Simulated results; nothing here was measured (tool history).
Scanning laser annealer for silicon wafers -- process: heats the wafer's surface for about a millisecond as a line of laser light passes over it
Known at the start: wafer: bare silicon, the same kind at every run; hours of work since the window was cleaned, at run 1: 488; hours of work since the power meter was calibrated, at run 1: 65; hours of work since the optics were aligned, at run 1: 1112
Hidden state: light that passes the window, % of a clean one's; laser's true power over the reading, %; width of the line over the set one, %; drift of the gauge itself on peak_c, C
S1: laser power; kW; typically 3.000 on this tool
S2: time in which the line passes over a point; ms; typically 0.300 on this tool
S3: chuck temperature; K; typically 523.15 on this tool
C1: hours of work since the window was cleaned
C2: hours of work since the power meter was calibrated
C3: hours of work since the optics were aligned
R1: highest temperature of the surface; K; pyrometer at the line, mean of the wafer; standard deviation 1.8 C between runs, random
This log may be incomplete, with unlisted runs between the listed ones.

Run 1, hour 0.0: usual settings; C1 488; C2 65; C3 1112. Result: R1 1232.15 K.
Run 2, hour 11.8: usual settings but S2 0.274 ms; C1 494; C2 70; C3 1117. Result: R1 1199.15 K.
Run 3, hour 20.5: usual settings but S2 0.274 ms; C1 498; C2 74; C3 1121. Result: R1 1200.15 K.
Run 4, hour 30.8: usual settings but S1 3.012 kW; C1 502; C2 79; C3 1126. Result: R1 1235.15 K.
Run 5, hour 39.9: usual settings but S1 3.194 kW; C1 507; C2 83; C3 1130. Result: R1 1280.15 K.
Run 6, hour 49.6: usual settings but S1 3.194 kW; C1 511; C2 88; C3 1135. Result: R1 1281.15 K.
At hour 58.2: window over the wafer cleaned.
Run 7, hour 59.4: usual settings; C1 1; C2 91; C3 1138. Result: R1 1264.15 K.
Run 8, hour 71.7: usual settings; C1 6; C2 97; C3 1144. Result: R1 1263.15 K.
Run 9, hour 84.7: usual settings; C1 12; C2 103; C3 1150. Result: R1 1263.15 K.
Run 10, hour 95.9: usual settings; C1 17; C2 108; C3 1155. Result: R1 1262.15 K.
Run 11, hour 110.2: usual settings; C1 24; C2 115; C3 1162. Result: R1 1263.15 K.
Run 12, hour 121.6: usual settings; C1 29; C2 120; C3 1167. Result: R1 1260.15 K.
At hour 128.0: optics aligned, line set to its width.
Run 13, hour 135.4: usual settings; C1 33; C2 124; C3 3. Result: R1 1262.15 K.
Run 14, hour 150.1: usual settings but S3 552.15 K; C1 40; C2 131; C3 10. Result: R1 1286.15 K.
Run 15, hour 157.3: usual settings but S3 552.15 K; C1 43; C2 134; C3 13. Result: R1 1287.15 K.
At hour 167.2: optics aligned, line set to its width, once more.
Run 16, hour 174.8: usual settings; C1 49; C2 140; C3 3. Result: R1 1265.15 K.
Run 17, hour 187.0: usual settings; C1 55; C2 146; C3 9. Result: R1 1262.15 K.
Run 18, hour 194.7: usual settings; C1 58; C2 149; C3 13. Result: R1 1263.15 K.
Run 19, hour 204.8: usual settings but S2 0.364 ms; C1 63; C2 154; C3 17. Result: R1 1333.15 K.
Run 20, hour 212.6: usual settings but S2 0.364 ms; C1 67; C2 157; C3 21. Result: R1 1331.15 K.
Run 21, hour 220.5: usual settings but S1 2.932 kW, S2 0.214 ms, S3 518.15 K; C1 70; C2 161; C3 25. Result: R1 1134.15 K.
Run 22, hour 231.0: usual settings but S1 2.591 kW, S2 0.349 ms; C1 75; C2 166; C3 29. Result: R1 1197.15 K.
Run 23, hour 237.8: usual settings but S1 2.793 kW, S3 549.15 K; C1 78; C2 169; C3 33. Result: R1 1232.15 K.
Run 24, hour 250.0: usual settings but S1 2.793 kW, S3 549.15 K; C1 84; C2 175; C3 38. Result: R1 1230.15 K.
Run 25, hour 257.1: usual settings but S1 2.793 kW, S3 549.15 K; C1 87; C2 178; C3 41. Result: R1 1231.15 K.
Run 26, hour 268.2: usual settings but S1 2.968 kW, S2 0.329 ms, S3 490.15 K; C1 92; C2 183; C3 47. Result: R1 1252.15 K.
Run 27, hour 278.9: usual settings but S1 3.096 kW, S2 0.313 ms, S3 563.15 K; C1 97; C2 188; C3 51. Result: R1 1343.15 K.
Run 28, hour 293.0: usual settings but S1 3.096 kW, S2 0.313 ms, S3 563.15 K; C1 104; C2 194; C3 58. Result: R1 1341.15 K.
Run 29, hour 306.4: usual settings but S1 2.771 kW; C1 110; C2 201; C3 64. Result: R1 1199.15 K.
Run 30, hour 313.9: usual settings but S1 3.293 kW, S3 541.15 K; C1 113; C2 204; C3 68. Result: R1 1357.15 K.
Run 31, hour 327.4: usual settings but S1 3.120 kW, S2 0.224 ms, S3 498.15 K; C1 119; C2 210; C3 74. Result: R1 1170.15 K.
Run 32, hour 336.0: usual settings but S1 2.879 kW, S2 0.233 ms, S3 498.15 K; C1 123; C2 214; C3 78. Result: R1 1123.15 K.
Run 33, hour 342.8: usual settings but S2 0.261 ms, S3 559.15 K; C1 127; C2 217; C3 81. Result: R1 1252.15 K.
Run 34, hour 352.6: usual settings but S1 2.576 kW, S2 0.331 ms, S3 557.15 K; C1 131; C2 222; C3 85. Result: R1 1207.15 K.
Run 35, hour 362.4: usual settings but S1 2.576 kW, S2 0.331 ms, S3 557.15 K; C1 136; C2 226; C3 90. Result: R1 1205.15 K.
Run 36, hour 377.5: usual settings but S1 3.094 kW, S2 0.279 ms, S3 505.15 K; C1 143; C2 233; C3 97. Result: R1 1242.15 K.
Run 37, hour 384.7: usual settings but S1 3.078 kW, S2 0.263 ms, S3 505.15 K; C1 146; C2 237; C3 100. Result: R1 1218.15 K.
Run 38, hour 396.7: usual settings but S1 3.078 kW, S2 0.263 ms, S3 505.15 K; C1 151; C2 242; C3 106. Result: R1 1214.15 K.
Run 39, hour 403.4: usual settings but S1 3.078 kW, S2 0.263 ms, S3 505.15 K; C1 155; C2 245; C3 109. Result: R1 1215.15 K.

Forecast each of these 4 alternatives for the next run:
Run A, hour 419.3: usual settings but S3 485.15 K; C1 162; C2 253; C3 116. Result: R1 ?.
Run B, hour 419.3: usual settings but S1 3.078 kW, S2 0.214 ms, S3 505.15 K; C1 162; C2 253; C3 116. Result: R1 ?.
Run C, hour 419.3: usual settings but S2 0.220 ms, S3 532.15 K; C1 162; C2 253; C3 116. Result: R1 ?.
Run D, hour 419.3: usual settings but S1 3.292 kW, S2 0.244 ms, S3 505.15 K; C1 162; C2 253; C3 116. Result: R1 ?.

run       R1
  A  1217.15
  B  1146.15
  C  1168.15
  D  1243.15
Stripped of hidden state, with their random variation kept, the same runs would have yielded:
run       R1
  A  1227.15
  B  1156.15
  C  1177.15
  D  1254.15

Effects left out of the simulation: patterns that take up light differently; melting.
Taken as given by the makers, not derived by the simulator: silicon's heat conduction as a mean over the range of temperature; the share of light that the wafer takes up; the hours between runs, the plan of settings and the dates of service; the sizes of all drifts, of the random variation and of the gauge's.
